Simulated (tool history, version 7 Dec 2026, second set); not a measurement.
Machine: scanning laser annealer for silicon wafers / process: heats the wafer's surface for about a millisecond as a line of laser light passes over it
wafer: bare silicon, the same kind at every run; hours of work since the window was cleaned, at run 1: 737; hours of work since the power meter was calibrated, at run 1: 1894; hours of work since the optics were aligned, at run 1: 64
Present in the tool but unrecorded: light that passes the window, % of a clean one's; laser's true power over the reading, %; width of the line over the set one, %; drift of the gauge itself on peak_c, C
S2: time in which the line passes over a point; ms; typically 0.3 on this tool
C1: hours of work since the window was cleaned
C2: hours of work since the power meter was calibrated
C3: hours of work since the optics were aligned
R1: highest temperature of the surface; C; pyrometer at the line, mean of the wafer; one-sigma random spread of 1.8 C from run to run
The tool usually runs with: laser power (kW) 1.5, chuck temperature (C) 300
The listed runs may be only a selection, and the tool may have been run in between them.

{"run": 1, "hour": 0.0, "laser power (kW)": 1.5, "S2": 0.3, "chuck temperature (C)": 300, "C1": 737, "C2": 1894, "C3": 64, "R1": 1009}
{"run": 2, "hour": 70.9, "laser power (kW)": 1.5, "S2": 0.3, "chuck temperature (C)": 300, "C1": 786, "C2": 1943, "C3": 113, "R1": 1004}
{"run": 3, "hour": 105.0, "laser power (kW)": 1.5, "S2": 0.3, "chuck temperature (C)": 300, "C1": 810, "C2": 1967, "C3": 137, "R1": 1004}
{"run": 4, "hour": 155.9, "laser power (kW)": 1.5, "S2": 0.3, "chuck temperature (C)": 300, "C1": 845, "C2": 2002, "C3": 172, "R1": 1002}
{"run": 5, "hour": 210.3, "laser power (kW)": 1.5, "S2": 0.3, "chuck temperature (C)": 300, "C1": 883, "C2": 2040, "C3": 210, "R1": 1003}
{"run": 6, "hour": 247.3, "laser power (kW)": 1.5, "S2": 0.3, "chuck temperature (C)": 300, "C1": 908, "C2": 2066, "C3": 235, "R1": 1000}
{"hour": 274.7, "done": "window over the wafer cleaned"}
{"run": 7, "hour": 295.3, "laser power (kW)": 1.5, "S2": 0.3, "chuck temperature (C)": 300, "C1": 14, "C2": 2097, "C3": 267, "R1": 1022}
{"run": 8, "hour": 360.1, "laser power (kW)": 1.5, "S2": 0.3, "chuck temperature (C)": 300, "C1": 59, "C2": 2142, "C3": 312, "R1": 1021}
{"run": 9, "hour": 405.5, "laser power (kW)": 1.456, "S2": 0.3, "chuck temperature (C)": 300, "C1": 90, "C2": 2174, "C3": 343, "R1": 999}
{"run": 10, "hour": 471.6, "laser power (kW)": 1.456, "S2": 0.3, "chuck temperature (C)": 300, "C1": 136, "C2": 2219, "C3": 389, "R1": 1000}
{"run": 11, "hour": 515.0, "laser power (kW)": 1.612, "S2": 0.3, "chuck temperature (C)": 300, "C1": 166, "C2": 2249, "C3": 419, "R1": 1069}
{"run": 12, "hour": 544.6, "laser power (kW)": 1.507, "S2": 0.324, "chuck temperature (C)": 328, "C1": 187, "C2": 2270, "C3": 440, "R1": 1084}
{"run": 13, "hour": 588.5, "laser power (kW)": 1.629, "S2": 0.21, "chuck temperature (C)": 326, "C1": 217, "C2": 2300, "C3": 470, "R1": 954}
{"run": 14, "hour": 653.2, "laser power (kW)": 1.504, "S2": 0.333, "chuck temperature (C)": 326, "C1": 262, "C2": 2345, "C3": 515, "R1": 1086}
{"run": 15, "hour": 707.7, "laser power (kW)": 1.524, "S2": 0.211, "chuck temperature (C)": 289, "C1": 300, "C2": 2383, "C3": 552, "R1": 878}
{"run": 16, "hour": 741.6, "laser power (kW)": 1.339, "S2": 0.211, "chuck temperature (C)": 278, "C1": 323, "C2": 2406, "C3": 576, "R1": 800}
{"run": 17, "hour": 788.8, "laser power (kW)": 1.629, "S2": 0.3, "chuck temperature (C)": 300, "C1": 356, "C2": 2439, "C3": 609, "R1": 1072}
{"run": 18, "hour": 829.3, "laser power (kW)": 1.36, "S2": 0.213, "chuck temperature (C)": 300, "C1": 384, "C2": 2467, "C3": 637, "R1": 831}
{"run": 19, "hour": 872.2, "laser power (kW)": 1.5, "S2": 0.364, "chuck temperature (C)": 322, "C1": 413, "C2": 2496, "C3": 666, "R1": 1120}
{"run": 20, "hour": 936.8, "laser power (kW)": 1.34, "S2": 0.3, "chuck temperature (C)": 309, "C1": 458, "C2": 2541, "C3": 711, "R1": 948}

3 options for the next run, each taken on its own from the tool as it stands now. Forecast them:
{"run": "A", "hour": 980.3, "laser power (kW)": 1.557, "S2": 0.339, "chuck temperature (C)": 330, "C1": 488, "C2": 2571, "C3": 741, "R1": "?"}
{"run": "B", "hour": 980.3, "laser power (kW)": 1.299, "S2": 0.248, "chuck temperature (C)": 272, "C1": 488, "C2": 2571, "C3": 741, "R1": "?"}
{"run": "C", "hour": 980.3, "laser power (kW)": 1.589, "S2": 0.277, "chuck temperature (C)": 287, "C1": 488, "C2": 2571, "C3": 741, "R1": "?"}

run=A R1=1119
run=B R1=828
run=C R1=999
Had the tool no hidden state, the same runs would have come out as:
run=A R1=1135
run=B R1=839
run=C R1=1013

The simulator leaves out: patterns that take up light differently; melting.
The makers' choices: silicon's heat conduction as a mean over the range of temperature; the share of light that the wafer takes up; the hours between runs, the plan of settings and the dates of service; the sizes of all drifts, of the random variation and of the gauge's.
